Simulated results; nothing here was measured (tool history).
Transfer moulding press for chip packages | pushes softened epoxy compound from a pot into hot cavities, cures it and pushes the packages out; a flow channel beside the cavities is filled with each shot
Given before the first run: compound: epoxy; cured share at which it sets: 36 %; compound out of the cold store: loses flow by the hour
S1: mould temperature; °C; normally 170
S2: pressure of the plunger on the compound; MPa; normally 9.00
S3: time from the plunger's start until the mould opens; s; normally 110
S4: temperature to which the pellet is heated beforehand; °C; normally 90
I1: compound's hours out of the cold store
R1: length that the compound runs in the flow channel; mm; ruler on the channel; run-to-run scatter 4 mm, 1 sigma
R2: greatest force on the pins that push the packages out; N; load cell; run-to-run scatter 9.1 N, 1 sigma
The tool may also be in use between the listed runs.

run  hour   S1    S2   S3  S4    I1   R1   R2
  1   0.0  170  9.00  110  90  10.0  853  472
  2   8.7  170  9.00  110  90  39.9  777  584
  3  18.0  170  9.00  110  90  21.3  807  661
  4  23.9  170  9.00  110  90  16.2  838  685
  5  29.4  170  8.08  110  90  41.8  725  711
  6  35.8  170  8.08  110  90  30.9  748  741
  7  43.1  173  8.20  110  90  11.7  787  752
  8  49.0  173  8.20  110  90  41.7  714  736
  9  58.1  171  9.99  136  83  16.8  865  748
 10  66.6  170  9.87  110  90  19.8  849  860
 11  74.8  166  7.54  142  92  13.9  771  432

Not shown here: 2 entries made in the log between runs. Locate each between two listed runs and compare the hidden state at the listed run before it with the hidden state at the listed run after it:
Between runs 5 and 6: mould's thermocouples calibrated (hour 32.3)
  true mould temperature over the reading, C: 0.12 -> 0.18; pressure that reaches the compound, % of what is set: 96.74 -> 96.56; grip of the stained cavities, % over clean ones': 78 -> 83.4
  what was measured, less what the result would be without the hidden state, R1: -12 -> -14 mm; R2: +315 -> +335 N
Between runs 10 and 11: cavities cleaned with cleaning compound and waxed (hour 71.8)
  true mould temperature over the reading, C: 0.16 -> 0.15; pressure that reaches the compound, % of what is set: 95.29 -> 95.01; grip of the stained cavities, % over clean ones': 108.2 -> 13.9
  what was measured, less what the result would be without the hidden state, R1: -21 -> -21 mm; R2: +441 -> +51 N
